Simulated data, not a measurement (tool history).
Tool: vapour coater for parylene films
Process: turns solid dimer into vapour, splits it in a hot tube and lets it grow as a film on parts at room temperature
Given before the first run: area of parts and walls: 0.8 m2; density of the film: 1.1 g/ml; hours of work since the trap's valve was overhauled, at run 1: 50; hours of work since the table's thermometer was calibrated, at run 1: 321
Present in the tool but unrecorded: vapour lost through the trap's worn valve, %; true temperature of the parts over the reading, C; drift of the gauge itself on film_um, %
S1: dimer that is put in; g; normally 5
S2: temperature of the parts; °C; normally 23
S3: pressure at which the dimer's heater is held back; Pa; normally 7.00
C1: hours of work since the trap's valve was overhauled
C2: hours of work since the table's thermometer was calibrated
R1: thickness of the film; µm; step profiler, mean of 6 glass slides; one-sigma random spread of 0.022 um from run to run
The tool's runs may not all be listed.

{"run": 1, "hour": 0.0, "S1": 5, "S2": 23, "S3": 7.0, "C1": 50, "C2": 321, "R1": 3.79}
{"run": 2, "hour": 27.9, "S1": 5, "S2": 23, "S3": 7.0, "C1": 68, "C2": 339, "R1": 3.74}
{"run": 3, "hour": 74.4, "S1": 5, "S2": 23, "S3": 7.0, "C1": 97, "C2": 368, "R1": 3.76}
{"run": 4, "hour": 100.6, "S1": 5, "S2": 27, "S3": 7.0, "C1": 114, "C2": 385, "R1": 3.28}
{"run": 5, "hour": 131.8, "S1": 5, "S2": 27, "S3": 7.0, "C1": 134, "C2": 405, "R1": 3.28}
{"run": 6, "hour": 162.4, "S1": 5, "S2": 23, "S3": 8.33, "C1": 153, "C2": 424, "R1": 3.65}
{"run": 7, "hour": 216.5, "S1": 5, "S2": 23, "S3": 8.33, "C1": 187, "C2": 459, "R1": 3.68}
{"run": 8, "hour": 251.0, "S1": 5, "S2": 23, "S3": 8.33, "C1": 209, "C2": 480, "R1": 3.68}
{"run": 9, "hour": 273.7, "S1": 5, "S2": 23, "S3": 8.33, "C1": 224, "C2": 495, "R1": 3.7}
{"run": 10, "hour": 328.0, "S1": 6, "S2": 23, "S3": 7.0, "C1": 258, "C2": 529, "R1": 4.49}
{"hour": 361.1, "done": "trap's valve overhauled"}
{"run": 11, "hour": 372.0, "S1": 4, "S2": 23, "S3": 7.0, "C1": 7, "C2": 555, "R1": 3.07}
{"run": 12, "hour": 400.7, "S1": 4, "S2": 23, "S3": 7.0, "C1": 25, "C2": 573, "R1": 3.07}
{"run": 13, "hour": 445.6, "S1": 5, "S2": 23, "S3": 10.55, "C1": 54, "C2": 601, "R1": 3.59}
{"run": 14, "hour": 470.0, "S1": 7, "S2": 26, "S3": 6.86, "C1": 69, "C2": 617, "R1": 4.83}
{"run": 15, "hour": 509.9, "S1": 2, "S2": 27, "S3": 6.78, "C1": 94, "C2": 642, "R1": 1.34}
{"run": 16, "hour": 562.7, "S1": 2, "S2": 15, "S3": 3.44, "C1": 128, "C2": 676, "R1": 2.27}
{"run": 17, "hour": 586.1, "S1": 5, "S2": 23, "S3": 6.48, "C1": 143, "C2": 691, "R1": 3.91}
{"run": 18, "hour": 618.4, "S1": 5, "S2": 23, "S3": 2.2, "C1": 163, "C2": 711, "R1": 4.82}
{"hour": 635.1, "done": "gauge calibrated"}
{"run": 19, "hour": 666.7, "S1": 2, "S2": 23, "S3": 3.47, "C1": 194, "C2": 742, "R1": 1.71}
{"run": 20, "hour": 705.7, "S1": 2, "S2": 23, "S3": 5.94, "C1": 219, "C2": 766, "R1": 1.58}
{"run": 21, "hour": 752.1, "S1": 2, "S2": 23, "S3": 5.94, "C1": 248, "C2": 796, "R1": 1.56}
{"run": 22, "hour": 784.6, "S1": 2, "S2": 16, "S3": 5.94, "C1": 269, "C2": 817, "R1": 2.03}
{"hour": 801.1, "done": "trap's valve overhauled"}
{"run": 23, "hour": 834.3, "S1": 4, "S2": 19, "S3": 6.84, "C1": 21, "C2": 846, "R1": 3.49}
{"run": 24, "hour": 881.1, "S1": 9, "S2": 19, "S3": 11.46, "C1": 51, "C2": 875, "R1": 7.2}
{"run": 25, "hour": 909.9, "S1": 4, "S2": 19, "S3": 10.87, "C1": 69, "C2": 893, "R1": 3.26}

4 options for the next run, each taken on its own from the tool as it stands now. Forecast them:
{"run": "A", "hour": 957.4, "S1": 4, "S2": 19, "S3": 9.33, "C1": 99, "C2": 924, "R1": "?"}
{"run": "B", "hour": 957.4, "S1": 3, "S2": 16, "S3": 10.87, "C1": 99, "C2": 924, "R1": "?"}
{"run": "C", "hour": 957.4, "S1": 5, "S2": 23, "S3": 6.77, "C1": 99, "C2": 924, "R1": "?"}
{"run": "D", "hour": 957.4, "S1": 5, "S2": 28, "S3": 7.0, "C1": 99, "C2": 924, "R1": "?"}

run=A R1=3.31
run=B R1=2.71
run=C R1=3.80
run=D R1=3.19
Without the tool's unlogged condition, the same runs would have read:
run=A R1=3.27
run=B R1=2.68
run=C R1=3.75
run=D R1=3.14

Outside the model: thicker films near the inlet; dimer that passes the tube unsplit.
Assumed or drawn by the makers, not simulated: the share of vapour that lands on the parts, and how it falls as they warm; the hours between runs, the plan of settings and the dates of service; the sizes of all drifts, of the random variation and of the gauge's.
